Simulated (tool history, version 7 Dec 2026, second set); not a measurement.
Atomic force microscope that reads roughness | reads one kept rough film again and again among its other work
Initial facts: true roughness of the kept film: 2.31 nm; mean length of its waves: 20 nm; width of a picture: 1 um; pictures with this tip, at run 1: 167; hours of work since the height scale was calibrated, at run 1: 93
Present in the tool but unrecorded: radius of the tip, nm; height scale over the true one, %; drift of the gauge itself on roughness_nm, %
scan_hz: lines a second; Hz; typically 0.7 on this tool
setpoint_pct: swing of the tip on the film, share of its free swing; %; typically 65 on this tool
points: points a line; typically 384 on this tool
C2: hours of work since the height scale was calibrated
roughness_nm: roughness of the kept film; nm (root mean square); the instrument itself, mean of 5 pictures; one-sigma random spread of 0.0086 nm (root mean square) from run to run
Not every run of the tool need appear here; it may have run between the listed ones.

{"run": 1, "hour": 0.0, "scan_hz": 0.7, "setpoint_pct": 65, "points": 384, "pictures with this tip": 167, "C2": 93, "roughness_nm": 1.901}
{"run": 2, "hour": 31.8, "scan_hz": 0.7, "setpoint_pct": 65, "points": 384, "pictures with this tip": 210, "C2": 109, "roughness_nm": 1.895}
{"hour": 41.6, "done": "new tip fitted"}
{"run": 3, "hour": 52.2, "scan_hz": 0.7, "setpoint_pct": 65, "points": 565, "pictures with this tip": 15, "C2": 119, "roughness_nm": 1.907}
{"run": 4, "hour": 78.4, "scan_hz": 0.7, "setpoint_pct": 68, "points": 565, "pictures with this tip": 51, "C2": 131, "roughness_nm": 1.891}
{"run": 5, "hour": 99.6, "scan_hz": 0.7, "setpoint_pct": 68, "points": 565, "pictures with this tip": 80, "C2": 142, "roughness_nm": 1.889}
{"run": 6, "hour": 116.9, "scan_hz": 0.7, "setpoint_pct": 65, "points": 384, "pictures with this tip": 103, "C2": 150, "roughness_nm": 1.88}
{"run": 7, "hour": 148.1, "scan_hz": 0.7, "setpoint_pct": 65, "points": 384, "pictures with this tip": 146, "C2": 165, "roughness_nm": 1.889}
{"run": 8, "hour": 167.7, "scan_hz": 0.7, "setpoint_pct": 65, "points": 740, "pictures with this tip": 173, "C2": 175, "roughness_nm": 1.917}
{"run": 9, "hour": 190.4, "scan_hz": 0.7, "setpoint_pct": 65, "points": 740, "pictures with this tip": 204, "C2": 186, "roughness_nm": 1.913}
{"hour": 203.6, "done": "new tip fitted"}
{"run": 10, "hour": 218.4, "scan_hz": 0.7, "setpoint_pct": 65, "points": 486, "pictures with this tip": 20, "C2": 199, "roughness_nm": 1.909}
{"run": 11, "hour": 240.3, "scan_hz": 0.7, "setpoint_pct": 65, "points": 486, "pictures with this tip": 50, "C2": 210, "roughness_nm": 1.886}
{"run": 12, "hour": 259.7, "scan_hz": 0.7, "setpoint_pct": 65, "points": 486, "pictures with this tip": 76, "C2": 219, "roughness_nm": 1.903}
{"run": 13, "hour": 285.4, "scan_hz": 0.973, "setpoint_pct": 81, "points": 343, "pictures with this tip": 112, "C2": 231, "roughness_nm": 1.751}
{"run": 14, "hour": 314.3, "scan_hz": 0.973, "setpoint_pct": 81, "points": 348, "pictures with this tip": 151, "C2": 245, "roughness_nm": 1.758}
{"run": 15, "hour": 331.4, "scan_hz": 0.973, "setpoint_pct": 81, "points": 348, "pictures with this tip": 175, "C2": 254, "roughness_nm": 1.752}
{"run": 16, "hour": 347.7, "scan_hz": 0.973, "setpoint_pct": 81, "points": 348, "pictures with this tip": 197, "C2": 262, "roughness_nm": 1.745}
{"hour": 366.5, "done": "new tip fitted"}
{"run": 17, "hour": 371.4, "scan_hz": 0.973, "setpoint_pct": 81, "points": 348, "pictures with this tip": 7, "C2": 273, "roughness_nm": 1.771}
{"run": 18, "hour": 401.7, "scan_hz": 0.973, "setpoint_pct": 81, "points": 348, "pictures with this tip": 48, "C2": 288, "roughness_nm": 1.749}
{"run": 19, "hour": 426.5, "scan_hz": 0.7, "setpoint_pct": 84, "points": 384, "pictures with this tip": 82, "C2": 300, "roughness_nm": 1.783}
{"run": 20, "hour": 442.1, "scan_hz": 0.7, "setpoint_pct": 84, "points": 384, "pictures with this tip": 104, "C2": 307, "roughness_nm": 1.78}
{"run": 21, "hour": 462.6, "scan_hz": 1.391, "setpoint_pct": 84, "points": 393, "pictures with this tip": 132, "C2": 317, "roughness_nm": 1.652}
{"run": 22, "hour": 482.1, "scan_hz": 2.016, "setpoint_pct": 70, "points": 282, "pictures with this tip": 159, "C2": 327, "roughness_nm": 1.703}
{"run": 23, "hour": 499.0, "scan_hz": 2.016, "setpoint_pct": 78, "points": 282, "pictures with this tip": 182, "C2": 335, "roughness_nm": 1.613}

5 options for the next run, each taken on its own from the tool as it stands now. Forecast them:
{"run": "A", "hour": 516.6, "scan_hz": 2.104, "setpoint_pct": 80, "points": 282, "pictures with this tip": 206, "C2": 343, "roughness_nm": "?"}
{"run": "B", "hour": 516.6, "scan_hz": 0.7, "setpoint_pct": 65, "points": 465, "pictures with this tip": 206, "C2": 343, "roughness_nm": "?"}
{"run": "C", "hour": 516.6, "scan_hz": 0.532, "setpoint_pct": 62, "points": 298, "pictures with this tip": 206, "C2": 343, "roughness_nm": "?"}
{"run": "D", "hour": 516.6, "scan_hz": 1.761, "setpoint_pct": 81, "points": 394, "pictures with this tip": 206, "C2": 343, "roughness_nm": "?"}
{"run": "E", "hour": 516.6, "scan_hz": 0.944, "setpoint_pct": 73, "points": 282, "pictures with this tip": 206, "C2": 343, "roughness_nm": "?"}

run=A roughness_nm=1.559
run=B roughness_nm=1.901
run=C roughness_nm=1.884
run=D roughness_nm=1.636
run=E roughness_nm=1.783
Had the tool no hidden state, the same runs would have come out as:
run=A roughness_nm=1.565
run=B roughness_nm=1.91
run=C roughness_nm=1.892
run=D roughness_nm=1.643
run=E roughness_nm=1.791
